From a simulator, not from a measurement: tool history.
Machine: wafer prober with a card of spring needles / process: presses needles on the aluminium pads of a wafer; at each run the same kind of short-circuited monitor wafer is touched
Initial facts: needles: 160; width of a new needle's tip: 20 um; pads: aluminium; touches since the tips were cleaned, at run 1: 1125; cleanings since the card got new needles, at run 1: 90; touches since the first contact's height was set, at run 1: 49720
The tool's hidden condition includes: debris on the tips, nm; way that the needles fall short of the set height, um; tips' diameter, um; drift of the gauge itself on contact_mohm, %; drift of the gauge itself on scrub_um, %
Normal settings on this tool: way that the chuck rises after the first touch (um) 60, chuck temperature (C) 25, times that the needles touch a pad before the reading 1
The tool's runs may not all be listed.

| run | hour | way that the chuck rises after the first touch (um) | chuck temperature (C) | times that the needles touch a pad before the reading | touches since the tips were cleaned | cleanings since the card got new needles | touches since the first contact's height was set | resistance of one needle with its contact and lead (mohm) | way that a needle slides on the pad (um) |
|---|---|---|---|---|---|---|---|---|---|
| 1 | 0 | 60 | 25 | 1 | 1125 | 90 | 49720 | 156 | 14.51 |
|  | 16.5 | tips cleaned on abrasive film |
|  | 37.2 | tips cleaned on abrasive film |
|  | 57.8 | tips cleaned on abrasive film |
|  | 78.4 | tips cleaned on abrasive film |
|  | 99 | tips cleaned on abrasive film |
| 2 | 103.6 | 60 | 25 | 1 | 1450 | 95 | 82691 | 161 | 14.46 |
|  | 116 | tips cleaned on abrasive film |
|  | 132.5 | tips cleaned on abrasive film |
|  | 153.1 | tips cleaned on abrasive film |
| 3 | 159.1 | 60 | 25 | 1 | 1901 | 98 | 100350 | 163 | 14.42 |
|  | 171.5 | tips cleaned on abrasive film |
|  | 192.1 | tips cleaned on abrasive film |
|  | 208.7 | tips cleaned on abrasive film |
|  | 225.2 | tips cleaned on abrasive film |
|  | 245.8 | tips cleaned on abrasive film |
| 4 | 262.1 | 60 | 25 | 1 | 5211 | 103 | 133141 | 174 | 14.39 |
|  | 266.3 | tips cleaned on abrasive film |
|  | 286.9 | tips cleaned on abrasive film |
|  | 303.5 | tips cleaned on abrasive film |
|  | 324.1 | tips cleaned on abrasive film |
|  | 342.4 | tips cleaned on abrasive film |
| 5 | 342.4 | 60 | 25 | 1 | 0 | 108 | 158674 | 117 | 14.33 |
|  | 363.1 | tips cleaned on abrasive film |
|  | 371.6 | height of the first contact set anew |
|  | 384 | tips cleaned on abrasive film |
|  | 404.6 | tips cleaned on abrasive film |
| 6 | 416 | 60 | 25 | 2 | 3631 | 111 | 14138 | 150 | 14.15 |
|  | 424.3 | tips cleaned on abrasive film |
|  | 440.8 | tips cleaned on abrasive film |
|  | 461.4 | tips cleaned on abrasive film |
|  | 478 | tips cleaned on abrasive film |
|  | 494.5 | tips cleaned on abrasive film |
| 7 | 501.3 | 60 | 25 | 2 | 2194 | 116 | 41287 | 144 | 14.11 |
|  | 513.8 | tips cleaned on abrasive film |
|  | 534.4 | tips cleaned on abrasive film |
|  | 555 | tips cleaned on abrasive film |
|  | 575.7 | tips cleaned on abrasive film |
| 8 | 585 | 60 | 25 | 1 | 2990 | 120 | 67917 | 172 | 14.03 |
|  | 593.3 | tips cleaned on abrasive film |
|  | 614 | tips cleaned on abrasive film |
|  | 634.6 | tips cleaned on abrasive film |
| 9 | 640.4 | 60 | 25 | 1 | 1848 | 123 | 85527 | 162 | 14.05 |
|  | 652.8 | tips cleaned on abrasive film |
|  | 669.3 | tips cleaned on abrasive film |
|  | 689.9 | tips cleaned on abrasive film |
|  | 710.6 | tips cleaned on abrasive film |
|  | 731.2 | tips cleaned on abrasive film |
| 10 | 740.2 | 46 | 25 | 1 | 2870 | 128 | 117290 | 213 | 10.6 |
|  | 748.5 | tips cleaned on abrasive film |
|  | 765 | tips cleaned on abrasive film |
|  | 785.3 | tips cleaned on abrasive film |
| 11 | 785.3 | 46 | 25 | 1 | 0 | 131 | 131640 | 130 | 10.54 |
|  | 801.8 | tips cleaned on abrasive film |
|  | 822.5 | tips cleaned on abrasive film |
| 12 | 830.5 | 60 | 25 | 1 | 2578 | 133 | 146038 | 177 | 13.98 |
|  | 843 | tips cleaned on abrasive film |
|  | 859.5 | tips cleaned on abrasive film |
|  | 876 | tips cleaned on abrasive film |
| 13 | 880.4 | 60 | 25 | 1 | 1415 | 136 | 161901 | 157 | 13.92 |
|  | 892.8 | tips cleaned on abrasive film |
|  | 901.3 | height of the first contact set anew |
|  | 909.8 | height of the first contact set anew, once more |
|  | 914.1 | tips cleaned on abrasive film |
|  | 934.7 | tips cleaned on abrasive film |
| 14 | 946.2 | 67 | 25 | 1 | 3696 | 139 | 11576 | 161 | 16.3 |
|  | 954.6 | tips cleaned on abrasive film |
|  | 971.1 | tips cleaned on abrasive film |
|  | 991.7 | tips cleaned on abrasive film |
|  | 1008.2 | tips cleaned on abrasive film |
|  | 1028.9 | tips cleaned on abrasive film |
|  | 1045.4 | tips cleaned on abrasive film |
| 15 | 1045.9 | 49 | 25 | 1 | 151 | 145 | 43248 | 129 | 11.79 |
|  | 1062.4 | tips cleaned on abrasive film |
|  | 1083 | tips cleaned on abrasive film |
|  | 1099.5 | tips cleaned on abrasive film |
|  | 1120.2 | tips cleaned on abrasive film |
|  | 1136.7 | tips cleaned on abrasive film |
| 16 | 1137.8 | 80 | 25 | 3 | 364 | 150 | 72507 | 111 | 19.35 |
|  | 1154.4 | tips cleaned on abrasive film |
|  | 1175 | tips cleaned on abrasive film |
|  | 1195.6 | tips cleaned on abrasive film |
|  | 1212.2 | tips cleaned on abrasive film |
| 17 | 1220.1 | 47 | 25 | 3 | 2531 | 154 | 98681 | 148 | 11.26 |
|  | 1232.5 | tips cleaned on abrasive film |
|  | 1253.1 | tips cleaned on abrasive film |
|  | 1269.6 | tips cleaned on abrasive film |
| 18 | 1271.6 | 41 | 31 | 1 | 623 | 157 | 115064 | 173 | 9.76 |
|  | 1288.1 | tips cleaned on abrasive film |
|  | 1308.7 | tips cleaned on abrasive film |
|  | 1325.3 | tips cleaned on abrasive film |
| 19 | 1325.6 | 40 | 84 | 2 | 101 | 160 | 132238 | 140 | 9.54 |
|  | 1342.1 | tips cleaned on abrasive film |
|  | 1358.6 | tips cleaned on abrasive film |
|  | 1379.3 | tips cleaned on abrasive film |
|  | 1396.8 | tips cleaned on abrasive film |
| 20 | 1396.8 | 40 | 84 | 2 | 0 | 164 | 154896 | 134 | 9.46 |
|  | 1417.4 | tips cleaned on abrasive film |
|  | 1438.1 | tips cleaned on abrasive film |
|  | 1438.4 | height of the first contact set anew |
|  | 1459 | tips cleaned on abrasive film |
| 21 | 1474.7 | 40 | 84 | 2 | 5010 | 167 | 11577 | 205 | 9.74 |
|  | 1478.9 | tips cleaned on abrasive film |
|  | 1495.4 | tips cleaned on abrasive film |
|  | 1516 | tips cleaned on abrasive film |
| 22 | 1522.7 | 60 | 53 | 1 | 2120 | 170 | 26831 | 168 | 14.58 |
|  | 1535.1 | tips cleaned on abrasive film |
|  | 1555.7 | tips cleaned on abrasive film |
|  | 1572.2 | tips cleaned on abrasive film |
|  | 1591.5 | tips cleaned on abrasive film |
| 23 | 1591.5 | 60 | 25 | 1 | 0 | 174 | 48717 | 119 | 14.5 |
|  | 1612.1 | tips cleaned on abrasive film |
|  | 1628.6 | tips cleaned on abrasive film |
|  | 1649.3 | tips cleaned on abrasive film |
|  | 1667.6 | tips cleaned on abrasive film |
| 24 | 1667.6 | 60 | 25 | 2 | 0 | 178 | 72952 | 116 | 14.48 |
|  | 1688.3 | tips cleaned on abrasive film |
|  | 1708.9 | tips cleaned on abrasive film |
|  | 1729.5 | tips cleaned on abrasive film |
|  | 1746.1 | tips cleaned on abrasive film |
| 25 | 1747.8 | 47 | 29 | 2 | 550 | 182 | 98455 | 139 | 11.31 |

Selected run-to-run steps in resistance of one needle with its contact and lead (mohm), each split into two signed amounts: the part the tool would show with no hidden state at all (from settings, incoming material and random variation), and the remainder, which goes to the hidden state together with any gauge scatter not common to the measured and the hidden-state-free results:
Run 10 -> 11: tips cleaned on abrasive film, tips cleaned on abrasive film, tips cleaned on abrasive film. resistance of one needle with its contact and lead (mohm) -83: hidden state -85, all else +2.
Run 20 -> 21: tips cleaned on abrasive film, tips cleaned on abrasive film, height of the first contact set anew, tips cleaned on abrasive film. resistance of one needle with its contact and lead (mohm) +71: hidden state +69, all else +2.
